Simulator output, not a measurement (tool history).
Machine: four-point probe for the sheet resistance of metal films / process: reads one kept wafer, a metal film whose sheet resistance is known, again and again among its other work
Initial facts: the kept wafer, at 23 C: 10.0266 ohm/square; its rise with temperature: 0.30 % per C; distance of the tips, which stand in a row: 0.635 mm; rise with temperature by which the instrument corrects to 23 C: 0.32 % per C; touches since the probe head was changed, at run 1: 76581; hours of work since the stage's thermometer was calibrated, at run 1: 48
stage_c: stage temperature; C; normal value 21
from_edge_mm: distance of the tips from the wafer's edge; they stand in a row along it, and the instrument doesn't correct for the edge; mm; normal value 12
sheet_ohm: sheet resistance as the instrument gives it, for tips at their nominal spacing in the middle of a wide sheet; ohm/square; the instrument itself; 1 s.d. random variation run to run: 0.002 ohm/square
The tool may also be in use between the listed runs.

run    hour  stage_c  from_edge_mm  touches since the probe head was changed  hours of work since the stage's thermometer was calibrated  sheet_ohm
  1       0       21            12                                     76581                                                          48   9.950448
       41.6  -- new probe head fitted
  2    49.5       21            12                                       193                                                          77  10.039504
  3   132.6       21            12                                      2232                                                         128  10.039246
  4   202.8       18            12                                      3956                                                         171  10.038199
  5   242.6       21            12                                      4932                                                         195  10.034302
  6   280.4       21            12                                      5861                                                         218  10.037666
  7   328.2       21            12                                      7033                                                         248  10.032118
  8   416.5       30            12                                      9200                                                         301  10.011425
  9   505.1       21            12                                     11374                                                         356  10.029387
 10   577.8       21            12                                     13159                                                         400  10.028892
 11   635.4       28            12                                     14573                                                         435  10.014538
 12     682       21             4                                     15717                                                         464   10.14696
 13   731.3       21             4                                     16926                                                         494  10.148387
 14   786.8       21             4                                     18289                                                         527  10.143272
 15   836.7       21             4                                     19513                                                         558  10.141376
 16   924.9       21            12                                     21679                                                         612  10.019231
 17  1001.2       20             5                                     23550                                                         658  10.093056
 18  1090.1       26             8                                     25733                                                         713  10.026288
 19  1136.5       24             3                                     26872                                                         741  10.234378
 20  1192.5       24             3                                     28245                                                         775  10.231213
 21  1240.1       22            12                                     29415                                                         804  10.011822
 22  1327.2       19             9                                     31553                                                         857  10.029393
 23  1406.9       35            12                                     33509                                                         906   9.982882
 24  1469.7       35            12                                     35050                                                         944   9.981801
 25  1532.9       21            45                                     36602                                                         983    9.99377
 26  1575.9       21            45                                     37658                                                        1009   9.992485
 27  1659.9       21            27                                     39719                                                        1060   9.994342
 28  1731.3       21            27                                     41470                                                        1104   9.994772
 29  1797.8       19            25                                     43102                                                        1144   9.995524
 30  1855.4       19            25                                     44516                                                        1180   9.992617
 31  1901.1       19             3                                     45637                                                        1208  10.222307

What if the next run were any one of these 3? Each begins from the tool's condition after run 31:
     1951.9  -- stage's thermometer calibrated
  A  1965.8       19             7                                     47215                                                           9          ?
     1951.9  -- stage's thermometer calibrated
  B  1965.8       19            11                                     47215                                                           9          ?
     1951.9  -- stage's thermometer calibrated
  C  1965.8       26            15                                     47215                                                           9          ?

run  sheet_ohm
  A  10.035451
  B  10.011749
  C   9.990246
Take away the tool's hidden state, keep each run's random variation, and the runs would have read:
run  sheet_ohm
  A  10.077218
  B  10.053426
  C  10.031834

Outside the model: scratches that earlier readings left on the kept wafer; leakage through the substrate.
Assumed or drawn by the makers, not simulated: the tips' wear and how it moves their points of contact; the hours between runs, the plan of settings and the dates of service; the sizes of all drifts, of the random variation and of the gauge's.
